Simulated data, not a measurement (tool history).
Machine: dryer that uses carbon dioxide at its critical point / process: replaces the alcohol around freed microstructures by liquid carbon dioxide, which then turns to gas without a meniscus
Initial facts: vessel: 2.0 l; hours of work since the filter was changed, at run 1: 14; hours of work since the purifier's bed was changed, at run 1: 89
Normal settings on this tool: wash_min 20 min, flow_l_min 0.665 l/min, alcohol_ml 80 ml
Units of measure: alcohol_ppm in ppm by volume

run	hour	wash_min	flow_l_min	alcohol_ml	hours of work since the filter was changed	hours of work since the purifier's bed was changed	alcohol_ppm
1	0	20	0.665	80	14	89	199
2	20.2	20	0.665	80	24	99	205
3	31.6	20	0.665	80	29	104	210
4	43	20	0.665	80	35	110	214
5	63.4	26	0.665	80	44	119	47
6	82.5	26	0.665	80	53	128	56
7	103.8	26	0.665	80	63	138	49
8	121	20	0.665	80	72	146	222
9	135.4	20	1.069	80	78	153	17
10	147.4	20	1.069	80	84	159	13
11	167.4	15	1.069	80	94	168	67
12	177.9	28	1.069	80	98	173	15
13	198.7	28	1.069	80	108	183	11
14	218.2	28	1.069	80	117	192	12
15	230.5	25	0.59	40	123	198	83

Run 16, settings as shown, results not yet in. Your forecast:
16	249.8	25	0.59	40	132	207	?

alcohol_ppm: 80 ppm by volume
On a tool with no hidden condition, and with the same random variation, this run would have come out at alcohol_ppm 56 ppm by volume.
